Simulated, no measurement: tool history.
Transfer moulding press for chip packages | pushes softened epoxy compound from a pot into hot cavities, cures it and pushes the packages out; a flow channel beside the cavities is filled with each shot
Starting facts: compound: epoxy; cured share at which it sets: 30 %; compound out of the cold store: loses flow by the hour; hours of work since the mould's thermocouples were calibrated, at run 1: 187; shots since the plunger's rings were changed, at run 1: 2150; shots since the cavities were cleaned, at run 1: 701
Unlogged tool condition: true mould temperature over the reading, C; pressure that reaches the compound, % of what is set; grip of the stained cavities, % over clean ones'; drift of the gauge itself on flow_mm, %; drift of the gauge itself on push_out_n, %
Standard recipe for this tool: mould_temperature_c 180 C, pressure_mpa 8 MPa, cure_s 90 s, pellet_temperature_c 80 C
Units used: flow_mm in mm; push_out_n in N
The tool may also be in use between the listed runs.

run	hour	mould_temperature_c	pressure_mpa	cure_s	pellet_temperature_c	hours of work since the mould's thermocouples were calibrated	shots since the plunger's rings were changed	shots since the cavities were cleaned	incoming compound's hours out of the cold store	flow_mm	push_out_n
1	0	180	8	90	80	187	2150	701	8.7	563	635
# hour 4.8: cavities cleaned with cleaning compound and waxed
2	52.3	180	8	90	85	219	2737	549	18.4	532	730
# hour 70.8: cavities cleaned with cleaning compound and waxed
3	82.7	180	8	90	85	238	3071	138	42.4	466	440
4	119.5	180	8	90	85	261	3495	562	31.1	489	558
# hour 135.2: cavities cleaned with cleaning compound and waxed
5	170.6	180	8	90	80	292	4068	408	12.1	533	559
# hour 201.6: cavities cleaned with cleaning compound and waxed
6	230.2	180	8	90	80	329	4738	330	18.6	522	533
# hour 268.9: cavities cleaned with cleaning compound and waxed
# hour 275.7: plunger's sealing rings changed
7	275.7	180	8	90	80	355	0	50	33.1	513	389
8	310.3	187	8	90	80	377	400	450	25.1	512	427
# hour 326.3: cavities cleaned with cleaning compound and waxed, once more
9	352.4	180	8	128	80	403	869	302	10.4	556	382
# hour 392.9: cavities cleaned with cleaning compound and waxed
10	412.1	183	8	90	80	440	1540	222	37.1	487	405
# hour 440.5: mould's thermocouples calibrated
# hour 463.1: cavities cleaned with cleaning compound and waxed
11	477.6	183	8	90	80	22	2256	167	31	495	401
12	513.1	183	8	90	80	45	2666	577	20.9	513	503
# hour 530.9: cavities cleaned with cleaning compound and waxed
13	557.3	183	8	90	80	72	3160	306	9	549	469
14	589.7	180	8.88	90	80	92	3534	680	39.5	487	578
# hour 596.2: cavities cleaned with cleaning compound and waxed
15	617.8	180	8.88	79	88	109	3841	249	26.2	531	681
# hour 661.4: cavities cleaned with cleaning compound and waxed
16	664.2	180	8.88	79	88	138	4359	32	44.5	474	494
17	721.8	180	7.96	90	80	174	5025	698	29.1	483	598
# hour 728.1: cavities cleaned with cleaning compound and waxed
# hour 745.7: plunger's sealing rings changed
18	781.8	183	9.58	81	80	209	416	591	24.5	564	608
# hour 799.6: cavities cleaned with cleaning compound and waxed
19	844.7	183	8	90	80	248	1125	521	25.4	529	492
# hour 866.1: cavities cleaned with cleaning compound and waxed
20	906.7	183	8	90	80	287	1824	469	46.4	462	484
# hour 934: cavities cleaned with cleaning compound and waxed
21	962	187	8	106	80	321	2444	322	8.3	550	387
# hour 999.5: cavities cleaned with cleaning compound and waxed
22	1007.5	180	6.47	121	85	348	2952	92	44.1	416	322
23	1038.8	180	6.55	121	85	368	3314	454	12.8	487	434
# hour 1068.4: cavities cleaned with cleaning compound and waxed
24	1070.6	180	6.55	121	85	387	3664	25	11.5	496	295
25	1124.8	180	6.55	121	85	422	4290	651	22.3	463	476

For each run, the measured value with the value that run would have given without the tool's hidden condition subtracted. The run-to-run variation is shared by both, the gauge scatter possibly not:
run	flow_mm	push_out_n
1	-19	+229
2	-23	+336
3	-22	+61
4	-27	+184
5	-34	+158
6	-40	+135
7	-3	+14
8	-6	+132
9	-10	+102
10	-13	+78
11	-17	+72
12	-21	+175
13	-27	+126
14	-27	+219
15	-33	+161
16	-33	+22
17	-39	+222
18	-4	+211
19	-9	+163
20	-13	+152
21	-22	+107
22	-19	+38
23	-26	+139
24	-29	+16
25	-32	+174
